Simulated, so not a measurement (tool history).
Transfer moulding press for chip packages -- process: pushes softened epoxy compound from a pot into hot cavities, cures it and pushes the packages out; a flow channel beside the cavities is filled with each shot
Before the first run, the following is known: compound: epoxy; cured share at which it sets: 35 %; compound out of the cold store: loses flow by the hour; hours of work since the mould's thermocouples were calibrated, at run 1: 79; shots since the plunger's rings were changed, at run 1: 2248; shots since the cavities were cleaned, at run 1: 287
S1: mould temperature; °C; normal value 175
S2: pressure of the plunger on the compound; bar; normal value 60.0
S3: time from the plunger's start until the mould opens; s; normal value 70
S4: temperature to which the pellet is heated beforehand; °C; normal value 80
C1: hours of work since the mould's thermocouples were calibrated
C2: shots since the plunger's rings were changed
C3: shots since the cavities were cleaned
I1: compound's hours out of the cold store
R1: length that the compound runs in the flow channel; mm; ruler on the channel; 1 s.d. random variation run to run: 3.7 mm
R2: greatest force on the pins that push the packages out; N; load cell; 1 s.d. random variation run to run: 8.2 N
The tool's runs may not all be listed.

run 1 hour=0.0 | S1=175 S2=60.0 S3=70 S4=80 | C1=79 C2=2248 C3=287 | I1=31.1 | R1=482 R2=524
run 2 hour=33.6 | S1=175 S2=60.0 S3=70 S4=80 | C1=96 C2=2639 C3=678 | I1=37.0 | R1=472 R2=634
-- hour=56.0 cavities cleaned with cleaning compound and waxed
run 3 hour=70.0 | S1=175 S2=60.0 S3=70 S4=80 | C1=114 C2=3045 C3=163 | I1=47.1 | R1=444 R2=440
run 4 hour=102.9 | S1=175 S2=56.3 S3=70 S4=80 | C1=131 C2=3429 C3=547 | I1=29.2 | R1=461 R2=585
-- hour=133.6 cavities cleaned with cleaning compound and waxed
run 5 hour=167.0 | S1=175 S2=56.3 S3=70 S4=80 | C1=163 C2=4158 C3=389 | I1=30.5 | R1=449 R2=529
-- hour=215.6 plunger's sealing rings changed
-- hour=217.1 cavities cleaned with cleaning compound and waxed
run 6 hour=235.8 | S1=175 S2=60.0 S3=70 S4=81 | C1=196 C2=219 C3=219 | I1=8.3 | R1=536 R2=468
-- hour=293.5 cavities cleaned with cleaning compound and waxed
run 7 hour=293.5 | S1=175 S2=60.0 S3=51 S4=80 | C1=224 C2=874 C3=0 | I1=41.6 | R1=482 R2=792
run 8 hour=354.4 | S1=175 S2=60.0 S3=51 S4=80 | C1=255 C2=1582 C3=708 | I1=26.5 | R1=495 R2=1423
-- hour=373.0 cavities cleaned with cleaning compound and waxed
run 9 hour=399.3 | S1=175 S2=60.0 S3=51 S4=80 | C1=278 C2=2088 C3=306 | I1=19.8 | R1=500 R2=1172
-- hour=453.4 cavities cleaned with cleaning compound and waxed
run 10 hour=462.3 | S1=175 S2=60.0 S3=95 S4=80 | C1=309 C2=2805 C3=104 | I1=44.4 | R1=465 R2=273
run 11 hour=527.3 | S1=175 S2=60.0 S3=95 S4=80 | C1=342 C2=3562 C3=861 | I1=39.5 | R1=457 R2=421
-- hour=533.5 cavities cleaned with cleaning compound and waxed
run 12 hour=572.1 | S1=175 S2=60.0 S3=95 S4=80 | C1=364 C2=4066 C3=449 | I1=12.6 | R1=487 R2=351
-- hour=614.6 cavities cleaned with cleaning compound and waxed
-- hour=629.9 plunger's sealing rings changed
run 13 hour=650.4 | S1=175 S2=60.0 S3=95 S4=80 | C1=402 C2=238 C3=388 | I1=35.7 | R1=491 R2=347
-- hour=656.1 mould's thermocouples calibrated
-- hour=697.9 cavities cleaned with cleaning compound and waxed
run 14 hour=726.6 | S1=175 S2=60.0 S3=95 S4=80 | C1=35 C2=1085 C3=335 | I1=12.2 | R1=527 R2=336
run 15 hour=772.0 | S1=178 S2=60.0 S3=70 S4=71 | C1=58 C2=1614 C3=864 | I1=46.3 | R1=465 R2=527
-- hour=777.5 cavities cleaned with cleaning compound and waxed
-- hour=855.4 cavities cleaned with cleaning compound and waxed
run 16 hour=855.4 | S1=177 S2=45.1 S3=73 S4=83 | C1=99 C2=2550 C3=0 | I1=43.8 | R1=396 R2=258
-- hour=893.1 mould's thermocouples calibrated, once more
run 17 hour=921.9 | S1=174 S2=70.6 S3=60 S4=88 | C1=15 C2=3302 C3=752 | I1=10.6 | R1=543 R2=1016
-- hour=935.5 cavities cleaned with cleaning compound and waxed
run 18 hour=966.7 | S1=177 S2=60.0 S3=70 S4=71 | C1=37 C2=3806 C3=363 | I1=18.3 | R1=476 R2=494
run 19 hour=1005.8 | S1=175 S2=60.0 S3=70 S4=74 | C1=57 C2=4262 C3=819 | I1=45.4 | R1=449 R2=655
-- hour=1013.9 cavities cleaned with cleaning compound and waxed
-- hour=1043.8 plunger's sealing rings changed
run 20 hour=1062.5 | S1=178 S2=54.3 S3=70 S4=73 | C1=84 C2=218 C3=537 | I1=48.0 | R1=449 R2=484
-- hour=1097.3 cavities cleaned with cleaning compound and waxed
run 21 hour=1129.2 | S1=175 S2=60.0 S3=70 S4=74 | C1=117 C2=977 C3=372 | I1=26.8 | R1=505 R2=560
-- hour=1176.8 cavities cleaned with cleaning compound and waxed
run 22 hour=1176.8 | S1=175 S2=60.0 S3=70 S4=74 | C1=140 C2=1513 C3=0 | I1=20.5 | R1=498 R2=363
run 23 hour=1229.2 | S1=175 S2=60.0 S3=70 S4=74 | C1=167 C2=2124 C3=611 | I1=27.7 | R1=482 R2=601
-- hour=1257.6 cavities cleaned with cleaning compound and waxed
run 24 hour=1289.7 | S1=175 S2=60.0 S3=70 S4=81 | C1=197 C2=2811 C3=373 | I1=21.5 | R1=496 R2=532
-- hour=1337.5 cavities cleaned with cleaning compound and waxed
run 25 hour=1344.3 | S1=170 S2=62.9 S3=57 S4=72 | C1=224 C2=3430 C3=79 | I1=16.2 | R1=512 R2=972
run 26 hour=1384.3 | S1=175 S2=71.4 S3=70 S4=76 | C1=244 C2=3896 C3=545 | I1=19.4 | R1=521 R2=578
-- hour=1415.3 cavities cleaned with cleaning compound and waxed
run 27 hour=1433.1 | S1=171 S2=60.0 S3=68 S4=80 | C1=269 C2=4446 C3=207 | I1=12.9 | R1=491 R2=650

Branching from run 27: 3 alternative next runs. What would each branch give?
-- hour=1456.9 plunger's sealing rings changed
-- hour=1497.9 cavities cleaned with cleaning compound and waxed
run A hour=1499.5 | S1=178 S2=69.8 S3=68 S4=78 | C1=300 C2=479 C3=19 | I1=22.6 | R1=? R2=?
-- hour=1456.9 plunger's sealing rings changed
-- hour=1497.9 cavities cleaned with cleaning compound and waxed
run B hour=1499.5 | S1=171 S2=57.4 S3=99 S4=79 | C1=300 C2=479 C3=19 | I1=47.8 | R1=? R2=?
-- hour=1456.9 plunger's sealing rings changed
-- hour=1497.9 cavities cleaned with cleaning compound and waxed
run C hour=1499.5 | S1=171 S2=60.0 S3=99 S4=88 | C1=300 C2=479 C3=19 | I1=46.5 | R1=? R2=?

run=A R1=550 R2=356
run=B R1=473 R2=255
run=C R1=489 R2=263
Without the tool's unlogged condition, the same runs would have read:
run=A R1=557 R2=344
run=B R1=480 R2=237
run=C R1=496 R2=244
